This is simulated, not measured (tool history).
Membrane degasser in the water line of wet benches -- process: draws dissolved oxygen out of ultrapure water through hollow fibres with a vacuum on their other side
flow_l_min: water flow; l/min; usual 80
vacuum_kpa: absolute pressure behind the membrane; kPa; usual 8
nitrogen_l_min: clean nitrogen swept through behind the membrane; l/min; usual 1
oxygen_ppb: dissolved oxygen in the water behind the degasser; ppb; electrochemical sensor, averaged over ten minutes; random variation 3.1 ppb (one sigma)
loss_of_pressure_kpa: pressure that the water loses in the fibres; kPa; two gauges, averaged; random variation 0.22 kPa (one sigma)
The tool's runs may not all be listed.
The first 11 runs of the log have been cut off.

| run | hour | flow_l_min | vacuum_kpa | nitrogen_l_min | oxygen_ppb | loss_of_pressure_kpa |
|---|---|---|---|---|---|---|
|  | 853.6 | vacuum gauge calibrated |
| 12 | 951.2 | 80 | 8 | 1 | 621.4 | 52.98 |
| 13 | 1054.2 | 117 | 8 | 1 | 816.4 | 76.9 |
| 14 | 1120.6 | 80 | 8 | 1 | 624.6 | 52.92 |
| 15 | 1214.1 | 80 | 8 | 1 | 620.8 | 52.53 |
| 16 | 1262 | 80 | 8 | 1 | 626.7 | 52.36 |
| 17 | 1336.1 | 111 | 7.69 | 2.84 | 388.7 | 72.5 |
| 18 | 1380.1 | 111 | 7.69 | 2.84 | 386 | 73.16 |
| 19 | 1428.6 | 59 | 8 | 1.01 | 500.7 | 38.65 |
| 20 | 1488.4 | 111 | 8 | 2.21 | 489.6 | 72.86 |
| 21 | 1539.3 | 56 | 17.49 | 2.21 | 727.3 | 36.62 |
| 22 | 1613.6 | 58 | 12.07 | 2.4 | 446.6 | 37.89 |
| 23 | 1718.8 | 58 | 12.07 | 2.4 | 449.3 | 37.81 |
| 24 | 1767.2 | 80 | 14.25 | 2.69 | 664.6 | 52.66 |
|  | 1805.2 | seals of the vacuum lines changed |
| 25 | 1831.4 | 80 | 8.3 | 1 | 662.4 | 52.81 |
| 26 | 1893.8 | 50 | 13.34 | 0.95 | 918.4 | 33.17 |
| 27 | 1988.1 | 54 | 11.53 | 0.42 | 1336.7 | 35.8 |
| 28 | 2042.4 | 54 | 11.53 | 0.42 | 1331.2 | 35.68 |

The next listed run, before its measurement:
| 29 | 2149.7 | 54 | 9.07 | 2.03 | ? | ? |

Run 29 measured oxygen_ppb 326.1 ppb, loss_of_pressure_kpa 35.22 kPa.
Minus the tool's unlogged condition, the same run would have read oxygen_ppb 326 ppb, loss_of_pressure_kpa 35.21 kPa.
